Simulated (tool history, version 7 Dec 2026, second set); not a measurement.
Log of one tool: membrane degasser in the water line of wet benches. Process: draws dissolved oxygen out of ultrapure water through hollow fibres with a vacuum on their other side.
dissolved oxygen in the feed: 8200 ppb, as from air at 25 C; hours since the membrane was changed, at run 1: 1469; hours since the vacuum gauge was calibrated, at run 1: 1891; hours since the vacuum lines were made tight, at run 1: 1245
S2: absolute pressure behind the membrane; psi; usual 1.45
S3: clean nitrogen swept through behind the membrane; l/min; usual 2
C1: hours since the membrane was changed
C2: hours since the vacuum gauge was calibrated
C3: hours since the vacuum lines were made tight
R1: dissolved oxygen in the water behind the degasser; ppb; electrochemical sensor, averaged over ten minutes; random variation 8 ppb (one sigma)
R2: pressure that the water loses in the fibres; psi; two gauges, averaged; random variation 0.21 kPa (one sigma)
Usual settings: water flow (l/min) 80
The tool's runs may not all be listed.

{"run": 1, "hour": 0.0, "water flow (l/min)": 80, "S2": 1.45, "S3": 2, "C1": 1469, "C2": 1891, "C3": 1245, "R1": 831.4, "R2": 7.243}
{"run": 2, "hour": 128.3, "water flow (l/min)": 80, "S2": 1.45, "S3": 2, "C1": 1598, "C2": 2019, "C3": 1373, "R1": 833.9, "R2": 7.332}
{"run": 3, "hour": 237.4, "water flow (l/min)": 80, "S2": 1.45, "S3": 4.35, "C1": 1707, "C2": 2128, "C3": 1482, "R1": 602.5, "R2": 7.275}
{"run": 4, "hour": 501.3, "water flow (l/min)": 80, "S2": 1.45, "S3": 4.35, "C1": 1971, "C2": 2392, "C3": 1746, "R1": 592.4, "R2": 7.336}
{"run": 5, "hour": 730.7, "water flow (l/min)": 80, "S2": 1.45, "S3": 4.35, "C1": 2200, "C2": 2622, "C3": 1975, "R1": 601.2, "R2": 7.339}
{"run": 6, "hour": 915.9, "water flow (l/min)": 80, "S2": 1.45, "S3": 4.35, "C1": 2385, "C2": 2807, "C3": 2160, "R1": 608, "R2": 7.351}
{"run": 7, "hour": 1082.3, "water flow (l/min)": 80, "S2": 1.45, "S3": 4.35, "C1": 2552, "C2": 2973, "C3": 2327, "R1": 602.9, "R2": 7.353}
{"run": 8, "hour": 1191.8, "water flow (l/min)": 80, "S2": 1.45, "S3": 4.35, "C1": 2661, "C2": 3083, "C3": 2436, "R1": 613.7, "R2": 7.387}
{"run": 9, "hour": 1410.4, "water flow (l/min)": 80, "S2": 1.45, "S3": 4.35, "C1": 2880, "C2": 3301, "C3": 2655, "R1": 610.1, "R2": 7.414}
{"run": 10, "hour": 1566.8, "water flow (l/min)": 80, "S2": 2.93, "S3": 2, "C1": 3036, "C2": 3458, "C3": 2811, "R1": 1493.3, "R2": 7.446}
{"run": 11, "hour": 1674.3, "water flow (l/min)": 80, "S2": 1.45, "S3": 3.47, "C1": 3144, "C2": 3565, "C3": 2919, "R1": 669.8, "R2": 7.387}
{"run": 12, "hour": 1858.3, "water flow (l/min)": 80, "S2": 1.45, "S3": 3.47, "C1": 3328, "C2": 3749, "C3": 3103, "R1": 666.2, "R2": 7.384}
{"run": 13, "hour": 2071.3, "water flow (l/min)": 80, "S2": 1.45, "S3": 3.47, "C1": 3541, "C2": 3962, "C3": 3316, "R1": 675.9, "R2": 7.446}
{"run": 14, "hour": 2249.3, "water flow (l/min)": 82, "S2": 1.45, "S3": 3.47, "C1": 3719, "C2": 4140, "C3": 3494, "R1": 704.7, "R2": 7.638}
{"run": 15, "hour": 2420.7, "water flow (l/min)": 82, "S2": 1.45, "S3": 3.47, "C1": 3890, "C2": 4312, "C3": 3665, "R1": 727.3, "R2": 7.664}
{"run": 16, "hour": 2536.7, "water flow (l/min)": 80, "S2": 1.45, "S3": 5.54, "C1": 4006, "C2": 4428, "C3": 3781, "R1": 573.5, "R2": 7.467}
{"run": 17, "hour": 2660.6, "water flow (l/min)": 82, "S2": 1.7, "S3": 5.54, "C1": 4130, "C2": 4552, "C3": 3905, "R1": 656.7, "R2": 7.742}
{"run": 18, "hour": 2905.9, "water flow (l/min)": 82, "S2": 1.7, "S3": 5.54, "C1": 4375, "C2": 4797, "C3": 4150, "R1": 665.8, "R2": 7.722}
{"run": 19, "hour": 3049.5, "water flow (l/min)": 82, "S2": 1.7, "S3": 5.54, "C1": 4519, "C2": 4940, "C3": 4294, "R1": 664.1, "R2": 7.741}
{"run": 20, "hour": 3305.7, "water flow (l/min)": 60, "S2": 1.17, "S3": 2, "C1": 4775, "C2": 5197, "C3": 4550, "R1": 489.6, "R2": 5.648}
{"run": 21, "hour": 3505.9, "water flow (l/min)": 60, "S2": 1.17, "S3": 2, "C1": 4975, "C2": 5397, "C3": 4750, "R1": 497.7, "R2": 5.697}
{"hour": 3613.8, "done": "vacuum gauge calibrated"}
{"run": 22, "hour": 3617.3, "water flow (l/min)": 60, "S2": 1.17, "S3": 2, "C1": 5086, "C2": 4, "C3": 4861, "R1": 487.5, "R2": 5.684}
{"run": 23, "hour": 3823.5, "water flow (l/min)": 60, "S2": 1.17, "S3": 2, "C1": 5292, "C2": 210, "C3": 5068, "R1": 473.2, "R2": 5.717}
{"run": 24, "hour": 4078.9, "water flow (l/min)": 105, "S2": 1.51, "S3": 4.69, "C1": 5548, "C2": 465, "C3": 5323, "R1": 968.7, "R2": 10.038}
{"run": 25, "hour": 4273.4, "water flow (l/min)": 70, "S2": 1.39, "S3": 2, "C1": 5742, "C2": 660, "C3": 5517, "R1": 708, "R2": 6.773}
{"hour": 4471.0, "done": "seals of the vacuum lines changed"}
{"run": 26, "hour": 4473.4, "water flow (l/min)": 81, "S2": 1.45, "S3": 3.86, "C1": 5940, "C2": 858, "C3": 2, "R1": 690.4, "R2": 7.802}
{"run": 27, "hour": 4707.3, "water flow (l/min)": 54, "S2": 0.96, "S3": 1.53, "C1": 6174, "C2": 1092, "C3": 236, "R1": 383.4, "R2": 5.21}
{"run": 28, "hour": 4870.2, "water flow (l/min)": 117, "S2": 0.96, "S3": 2.87, "C1": 6337, "C2": 1254, "C3": 399, "R1": 1049.7, "R2": 11.38}
{"run": 29, "hour": 4983.6, "water flow (l/min)": 117, "S2": 0.96, "S3": 1.03, "C1": 6450, "C2": 1368, "C3": 513, "R1": 1275.3, "R2": 11.29}
{"run": 30, "hour": 5101.7, "water flow (l/min)": 117, "S2": 2.44, "S3": 2.08, "C1": 6569, "C2": 1486, "C3": 631, "R1": 1870.9, "R2": 11.368}
{"run": 31, "hour": 5280.0, "water flow (l/min)": 70, "S2": 1.45, "S3": 4.43, "C1": 6747, "C2": 1664, "C3": 809, "R1": 529.8, "R2": 6.77}

3 ways to go on from here, each from the tool as it stands after run 31. What would each give?
{"run": "A", "hour": 5408.2, "water flow (l/min)": 80, "S2": 2.96, "S3": 1.9, "C1": 6875, "C2": 1792, "C3": 937, "R1": "?", "R2": "?"}
{"run": "B", "hour": 5408.2, "water flow (l/min)": 80, "S2": 1.64, "S3": 2, "C1": 6875, "C2": 1792, "C3": 937, "R1": "?", "R2": "?"}
{"run": "C", "hour": 5408.2, "water flow (l/min)": 80, "S2": 1.45, "S3": 3.17, "C1": 6875, "C2": 1792, "C3": 937, "R1": "?", "R2": "?"}

run=A R1=1566.9 R2=7.787
run=B R1=982.2 R2=7.778
run=C R1=738.3 R2=7.825
Without the tool's hidden state the same runs would have given:
run=A R1=1487.7 R2=7.132
run=B R1=889.2 R2=7.127
run=C R1=643.1 R2=7.174
